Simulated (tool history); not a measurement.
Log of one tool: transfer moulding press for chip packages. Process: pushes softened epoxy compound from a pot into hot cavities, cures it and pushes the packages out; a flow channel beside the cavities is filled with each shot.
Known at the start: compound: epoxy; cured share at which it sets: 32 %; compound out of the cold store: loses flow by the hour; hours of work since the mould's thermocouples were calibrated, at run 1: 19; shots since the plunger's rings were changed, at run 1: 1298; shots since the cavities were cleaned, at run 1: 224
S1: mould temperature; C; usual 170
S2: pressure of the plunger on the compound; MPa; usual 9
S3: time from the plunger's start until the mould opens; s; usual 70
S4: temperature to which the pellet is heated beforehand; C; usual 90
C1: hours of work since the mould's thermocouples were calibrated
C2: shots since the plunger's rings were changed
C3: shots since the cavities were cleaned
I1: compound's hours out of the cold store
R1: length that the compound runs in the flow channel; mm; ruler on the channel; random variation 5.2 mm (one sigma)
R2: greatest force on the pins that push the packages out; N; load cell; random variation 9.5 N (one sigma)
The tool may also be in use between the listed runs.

run    day   S1     S2  S3  S4   C1    C2   C3    I1   R1   R2
  1      0  170      9  70  90   19  1298  224  18.7  673  427
  2  0.342  170      9  70  90   24  1415  341  46.3  552  441
  3  0.596  170      9  70  93   28  1502  428  15.6  687  440
     0.883  -- cavities cleaned with cleaning compound and waxed
  4  0.896  170      9  70  93   31  1584    5  32.7  606  440
  5  1.162  170      9  70  81   35  1674   95  10.9  710  442
  6   1.55  170      9  70  90   41  1807  228  16.7  671  449
  7  1.833  170      9  70  90   46  1904  325  40.5  580  427
  8  2.208  170      9  70  90   52  2032  453  35.3  591  437
     2.421  -- cavities cleaned with cleaning compound and waxed
  9  2.575  170      9  73  90   56  2136   52  44.1  552  423
 10  2.971  170      9  70  90   62  2272  188  29.2  616  435
 11  3.346  170      9  70  90   68  2400  316  36.8  593  436
 12  3.525  170      9  70  90   71  2461  377    27  631  447
 13  3.862  170      9  70  90   76  2576  492  20.2  651  446
     3.983  -- cavities cleaned with cleaning compound and waxed
 14  4.338  170      9  70  97   82  2718  122  16.7  683  442
 15  4.596  170      9  70  97   86  2806  210  32.3  608  422
 16  4.788  170      9  70  97   89  2871  275  26.4  636  424
 17  5.179  170      9  70  97   95  3006  410  19.9  659  446
 18  5.383  166   8.91  61  90   98  3074  478  32.2  609  572
     5.546  -- cavities cleaned with cleaning compound and waxed
 19  5.658  166   8.91  61  90  102  3147   38  41.7  577  580
 20  5.892  170  10.22  70  90  105  3228  119  44.5  591  432
 21  6.096  170  10.22  70  90  108  3297  188  17.5  713  453
 22  6.425  170  10.22  70  90  113  3410  301  46.5  579  443
 23  6.767  170  10.58  90  90  119  3526  417  11.7  756  414
 24  7.008  170  10.58  90  90  122  3608  499  28.6  660  410
     7.096  -- cavities cleaned with cleaning compound and waxed
 25  7.275  170  10.58  90  90  125  3678   61  45.8  591  396
 26  7.642  165   7.22  91  93  131  3804  187  47.8  494  416
 27  7.904  165   7.22  91  93  135  3894  277  40.9  513  414
 28  8.221  165   7.22  91  93  140  4002  385  39.1  526  419
     8.642  -- cavities cleaned with cleaning compound and waxed
 29  8.667  171   9.28  91  84  146  4134    9  27.8  623  405

3 ways to go on from here, each from the tool as it stands after run 29. What would each give?
  A  8.875  177     9  70  90  149  4205  80  40.4   ?   ?
  B  8.875  171  8.37  91  84  149  4205  80   8.9   ?   ?
  C  8.875  171  9.28  91  96  149  4205  80  30.9   ?   ?

run   R1   R2
  A  558  415
  B  688  421
  C  618  401
Without the tool's hidden state the same runs would have given:
run   R1   R2
  A  558  414
  B  688  420
  C  618  401
